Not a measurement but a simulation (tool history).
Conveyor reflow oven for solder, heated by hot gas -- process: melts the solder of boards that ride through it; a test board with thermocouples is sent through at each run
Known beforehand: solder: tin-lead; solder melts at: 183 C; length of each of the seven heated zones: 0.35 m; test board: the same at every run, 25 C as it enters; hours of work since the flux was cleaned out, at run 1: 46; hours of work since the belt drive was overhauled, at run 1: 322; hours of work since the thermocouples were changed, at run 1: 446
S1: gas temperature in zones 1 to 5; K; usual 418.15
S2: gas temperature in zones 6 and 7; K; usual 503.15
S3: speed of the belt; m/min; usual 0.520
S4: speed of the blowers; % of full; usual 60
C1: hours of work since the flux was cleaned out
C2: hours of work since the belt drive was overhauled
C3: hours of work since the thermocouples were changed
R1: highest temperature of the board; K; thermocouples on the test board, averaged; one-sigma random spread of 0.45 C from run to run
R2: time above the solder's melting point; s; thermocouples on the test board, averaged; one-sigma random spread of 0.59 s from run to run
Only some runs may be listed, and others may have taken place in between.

run	hour	S1	S2	S3	S4	C1	C2	C3	R1	R2
1	0.0	418.15	503.15	0.520	60	46	322	446	479.35	50.2
2	41.8	418.15	503.15	0.520	60	68	344	468	478.95	49.3
3	73.5	418.15	503.15	0.520	60	85	361	484	478.95	49.0
4	105.5	418.15	514.15	0.520	60	102	378	501	486.35	57.5
5	130.4	418.15	514.15	0.520	60	115	391	514	486.65	57.7
6	164.8	418.15	514.15	0.520	60	133	409	533	487.15	57.6
7	194.5	418.15	514.15	0.520	60	149	425	548	486.05	58.3
8	213.4	418.15	514.15	0.520	60	159	435	558	485.95	57.0
9	235.8	418.15	514.15	0.520	60	171	446	570	486.05	56.9
10	273.9	418.15	514.15	0.520	60	191	467	590	485.35	56.6
# hour 280.0: belt drive overhauled, speed set with a stopwatch
11	304.4	418.15	514.15	0.530	54	205	13	604	482.55	52.0
# hour 346.3: flux residue cleaned out of gas plates and filters
12	349.4	418.15	496.15	0.520	60	2	34	626	473.95	43.7
# hour 389.1: belt drive overhauled, speed set with a stopwatch, once more
13	389.5	418.15	496.15	0.520	60	21	0	645	474.05	42.3
14	421.5	418.15	508.15	0.520	50	38	17	662	479.15	48.8
15	440.2	418.15	508.15	0.520	50	48	27	671	479.25	48.3
16	461.6	418.15	508.15	0.520	50	59	38	683	478.65	49.6
17	498.4	418.15	508.15	0.520	50	78	58	702	479.35	47.6
18	531.4	418.15	508.15	0.520	50	96	75	720	478.75	48.6

Each run again, without the hidden state but with its own random variation kept:
Unlogged tool condition in this case: heat that the gas passes to the board, % of a clean oven's; belt's true speed, % of the reading; true gas temperature in zones 6 and 7 over the reading, C; drift of the gauge itself on peak_c, C; drift of the gauge itself on liquid_s, %.
run	R1	R2
1	480.15	51.2
2	480.05	50.7
3	480.25	50.7
4	487.95	59.0
5	488.45	59.5
6	489.15	59.7
7	488.25	60.6
8	488.35	59.5
9	488.65	59.6
10	488.25	59.6
11	485.45	55.3
12	474.55	44.2
13	475.05	43.8
14	480.25	50.3
15	480.55	49.9
16	480.05	51.5
17	481.05	49.8
18	480.55	51.1
